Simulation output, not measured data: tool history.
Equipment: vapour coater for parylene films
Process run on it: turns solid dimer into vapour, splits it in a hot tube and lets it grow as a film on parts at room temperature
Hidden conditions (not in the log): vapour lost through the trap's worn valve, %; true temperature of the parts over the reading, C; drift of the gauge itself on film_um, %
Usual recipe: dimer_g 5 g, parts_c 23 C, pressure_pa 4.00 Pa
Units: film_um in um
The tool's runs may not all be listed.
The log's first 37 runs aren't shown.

run,hour,dimer_g,parts_c,pressure_pa,hours of work since the trap's valve was overhauled,hours of work since the table's thermometer was calibrated,film_um
38,851.2,5,23,3.02,348,568,0.688
39,874.1,5,23,3.02,361,580,0.691
40,897.9,5,23,3.02,373,593,0.690
41,925.9,5,18,4.00,388,608,0.749
42,944.8,3,24,4.00,399,618,0.393
43,968.7,4,24,5.14,411,631,0.514
44,1000.2,2,26,2.92,428,648,0.258
45,1024.4,2,26,2.92,441,661,0.257
46,1054.8,6,23,3.98,458,677,0.797
47,1081.3,6,28,4.75,472,691,0.705

3 options for the next run, each taken on its own from the tool as it stands now. Forecast them:
A,1098.8,8,29,4.00,481,701,?
B,1098.8,6,28,5.22,481,701,?
C,1098.8,7,28,7.31,481,701,?

run,film_um
A,0.932
B,0.703
C,0.795
Take away the tool's hidden state, keep each run's random variation, and the runs would have read:
run,film_um
A,0.994
B,0.749
C,0.848

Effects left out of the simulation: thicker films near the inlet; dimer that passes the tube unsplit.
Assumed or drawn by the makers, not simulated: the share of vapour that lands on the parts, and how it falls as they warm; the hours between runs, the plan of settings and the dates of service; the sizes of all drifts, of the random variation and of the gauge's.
